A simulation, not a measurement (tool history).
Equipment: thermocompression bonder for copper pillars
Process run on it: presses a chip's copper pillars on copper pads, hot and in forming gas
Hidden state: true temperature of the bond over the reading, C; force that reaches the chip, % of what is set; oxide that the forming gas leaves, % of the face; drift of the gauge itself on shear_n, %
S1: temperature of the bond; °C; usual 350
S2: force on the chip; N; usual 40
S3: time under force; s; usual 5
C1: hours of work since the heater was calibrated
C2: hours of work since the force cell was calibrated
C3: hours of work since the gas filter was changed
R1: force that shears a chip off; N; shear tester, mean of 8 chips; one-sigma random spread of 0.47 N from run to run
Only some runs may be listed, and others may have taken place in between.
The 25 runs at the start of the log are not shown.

{"run": 26, "hour": 304.9, "S1": 361, "S2": 43, "S3": 11, "C1": 752, "C2": 930, "C3": 75, "R1": 62.1}
{"run": 27, "hour": 313.1, "S1": 361, "S2": 43, "S3": 11, "C1": 758, "C2": 935, "C3": 81, "R1": 62.2}
{"run": 28, "hour": 324.0, "S1": 322, "S2": 34, "S3": 9, "C1": 766, "C2": 943, "C3": 89, "R1": 36.3}
{"run": 29, "hour": 334.0, "S1": 322, "S2": 34, "S3": 9, "C1": 773, "C2": 950, "C3": 96, "R1": 36.3}
{"run": 30, "hour": 351.5, "S1": 322, "S2": 34, "S3": 9, "C1": 785, "C2": 963, "C3": 108, "R1": 36.1}
{"hour": 365.3, "done": "forming gas filter changed"}
{"run": 31, "hour": 365.5, "S1": 322, "S2": 34, "S3": 9, "C1": 795, "C2": 972, "C3": 0, "R1": 39.7}
{"run": 32, "hour": 378.5, "S1": 322, "S2": 34, "S3": 9, "C1": 804, "C2": 982, "C3": 9, "R1": 39.2}
{"run": 33, "hour": 394.6, "S1": 322, "S2": 34, "S3": 9, "C1": 816, "C2": 993, "C3": 21, "R1": 38.7}
{"run": 34, "hour": 410.3, "S1": 337, "S2": 34, "S3": 8, "C1": 827, "C2": 1004, "C3": 32, "R1": 43.4}
{"run": 35, "hour": 425.7, "S1": 336, "S2": 26, "S3": 8, "C1": 838, "C2": 1015, "C3": 43, "R1": 35.5}
{"run": 36, "hour": 434.1, "S1": 365, "S2": 29, "S3": 8, "C1": 844, "C2": 1021, "C3": 49, "R1": 49.9}
{"run": 37, "hour": 448.2, "S1": 365, "S2": 29, "S3": 8, "C1": 854, "C2": 1031, "C3": 59, "R1": 49.2}
{"run": 38, "hour": 461.4, "S1": 368, "S2": 57, "S3": 5, "C1": 863, "C2": 1041, "C3": 68, "R1": 59.1}
{"run": 39, "hour": 476.8, "S1": 330, "S2": 34, "S3": 8, "C1": 874, "C2": 1052, "C3": 79, "R1": 38.6}
{"run": 40, "hour": 486.2, "S1": 330, "S2": 34, "S3": 8, "C1": 881, "C2": 1058, "C3": 86, "R1": 38.4}
{"run": 41, "hour": 497.5, "S1": 330, "S2": 34, "S3": 3, "C1": 889, "C2": 1066, "C3": 94, "R1": 25.7}

Consider 3 possible next runs. They are alternatives, not a sequence: every one starts from the tool as it was left by run 41. What does each give?
{"run": "A", "hour": 516.0, "S1": 330, "S2": 34, "S3": 4, "C1": 902, "C2": 1080, "C3": 107, "R1": "?"}
{"run": "B", "hour": 516.0, "S1": 360, "S2": 40, "S3": 7, "C1": 902, "C2": 1080, "C3": 107, "R1": "?"}
{"run": "C", "hour": 516.0, "S1": 346, "S2": 29, "S3": 8, "C1": 902, "C2": 1080, "C3": 107, "R1": "?"}

run=A R1=28.1
run=B R1=50.5
run=C R1=40.1
With the hidden condition removed and each run's random variation left untouched, the same runs would have given:
run=A R1=28.3
run=B R1=52.0
run=C R1=40.8
